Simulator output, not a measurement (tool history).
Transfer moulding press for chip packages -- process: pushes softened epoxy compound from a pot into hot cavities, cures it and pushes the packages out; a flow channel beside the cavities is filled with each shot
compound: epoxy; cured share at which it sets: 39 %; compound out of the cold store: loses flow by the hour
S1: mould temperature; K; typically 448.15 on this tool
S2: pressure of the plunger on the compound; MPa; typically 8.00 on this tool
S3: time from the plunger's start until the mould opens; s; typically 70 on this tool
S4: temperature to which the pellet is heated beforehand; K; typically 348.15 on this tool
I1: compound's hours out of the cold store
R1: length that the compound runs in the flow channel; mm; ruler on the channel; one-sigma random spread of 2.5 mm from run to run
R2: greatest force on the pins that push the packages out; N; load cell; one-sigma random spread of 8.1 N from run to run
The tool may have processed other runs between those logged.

Run 1, hour 0.0: usual settings; I1 21.2. Result: R1 828 mm, R2 488 N.
Run 2, hour 7.2: usual settings; I1 29.4. Result: R1 808 mm, R2 509 N.
At hour 12.0: cavities cleaned with cleaning compound and waxed.
Run 3, hour 23.1: usual settings; I1 18.9. Result: R1 829 mm, R2 572 N.
Run 4, hour 29.4: usual settings but S2 9.09 MPa; I1 37.7. Result: R1 851 mm, R2 576 N.
Run 5, hour 36.7: usual settings but S2 9.09 MPa; I1 28.7. Result: R1 862 mm, R2 581 N.
At hour 47.3: plunger's sealing rings changed.
Run 6, hour 52.3: usual settings but S2 9.09 MPa; I1 39.7. Result: R1 892 mm, R2 562 N.
At hour 59.1: cavities cleaned with cleaning compound and waxed, once more.
Run 7, hour 61.4: usual settings but S2 9.09 MPa; I1 36.1. Result: R1 896 mm, R2 372 N.
Run 8, hour 70.6: usual settings; I1 10.2. Result: R1 893 mm, R2 409 N.
Run 9, hour 80.1: usual settings but S4 349.15 K; I1 20.7. Result: R1 867 mm, R2 427 N.
Run 10, hour 87.8: usual settings but S4 349.15 K; I1 34.2. Result: R1 841 mm, R2 436 N.
Run 11, hour 100.5: usual settings; I1 8.3. Result: R1 895 mm, R2 466 N.
Run 12, hour 106.6: usual settings; I1 18.1. Result: R1 867 mm, R2 480 N.
Run 13, hour 119.8: usual settings; I1 23.5. Result: R1 863 mm, R2 498 N.
At hour 135.7: cavities cleaned with cleaning compound and waxed.
Run 14, hour 136.1: usual settings; I1 25.6. Result: R1 852 mm, R2 362 N.
Run 15, hour 149.3: usual settings but S2 6.62 MPa, S3 69 s; I1 8.5. Result: R1 804 mm, R2 445 N.
Run 16, hour 160.1: usual settings but S1 444.15 K, S2 7.71 MPa, S3 69 s; I1 15.2. Result: R1 864 mm, R2 623 N.
Run 17, hour 172.8: usual settings but S1 444.15 K, S2 7.71 MPa, S3 69 s; I1 40.9. Result: R1 807 mm, R2 587 N.
Run 18, hour 183.7: usual settings but S1 444.15 K, S2 8.76 MPa, S3 69 s; I1 31.7. Result: R1 881 mm, R2 636 N.
Run 19, hour 192.5: usual settings but S2 8.55 MPa, S3 64 s, S4 338.15 K; I1 23.1. Result: R1 879 mm, R2 617 N.
Run 20, hour 204.6: usual settings but S2 8.55 MPa, S3 64 s, S4 338.15 K; I1 45.7. Result: R1 834 mm, R2 610 N.
At hour 212.0: cavities cleaned with cleaning compound and waxed.
Run 21, hour 221.1: usual settings but S1 446.15 K, S2 9.89 MPa, S3 72 s, S4 354.15 K; I1 47.5. Result: R1 894 mm, R2 407 N.
Run 22, hour 232.6: usual settings but S2 6.41 MPa, S3 59 s, S4 345.15 K; I1 18.1. Result: R1 769 mm, R2 658 N.
Run 23, hour 244.0: usual settings but S1 441.15 K, S4 345.15 K; I1 22.2. Result: R1 864 mm, R2 760 N.
Run 24, hour 250.7: usual settings but S1 453.15 K, S2 8.60 MPa, S3 60 s, S4 355.15 K; I1 33.8. Result: R1 843 mm, R2 462 N.
Run 25, hour 259.4: usual settings but S1 445.15 K, S3 66 s; I1 38.7. Result: R1 819 mm, R2 653 N.
Run 26, hour 270.9: usual settings but S1 454.15 K, S3 60 s; I1 20.0. Result: R1 833 mm, R2 506 N.
Run 27, hour 280.1: usual settings but S2 7.59 MPa, S4 345.15 K; I1 22.5. Result: R1 823 mm, R2 501 N.
At hour 288.5: cavities cleaned with cleaning compound and waxed.
Run 28, hour 295.1: usual settings but S2 7.59 MPa, S4 345.15 K; I1 19.6. Result: R1 826 mm, R2 410 N.

Some steps in R1 between neighbouring runs. How much of each would the tool show without its hidden state too (settings, what came in, random variation), and how much is left for the hidden state, with any gauge scatter that isn't in both results?
The hidden state here: true mould temperature over the reading, C; pressure that reaches the compound, % of what is set; grip of the stained cavities, % over clean ones'; drift of the gauge itself on flow_mm, %; drift of the gauge itself on push_out_n, %.
Run 2 -> 3: cavities cleaned with cleaning compound and waxed. R1 +21 mm: hidden state -3, all else +24.
Run 5 -> 6: plunger's sealing rings changed. R1 +30 mm: hidden state +49, all else -19.
Run 21 -> 22: S1 446.15 -> 448.15, S2 9.89 -> 6.41, S3 72 -> 59, S4 354.15 -> 345.15. R1 -125 mm: hidden state +1, all else -126.
Run 22 -> 23: S1 448.15 -> 441.15, S2 6.41 -> 8.00, S3 59 -> 70. R1 +95 mm: hidden state -3, all else +98.
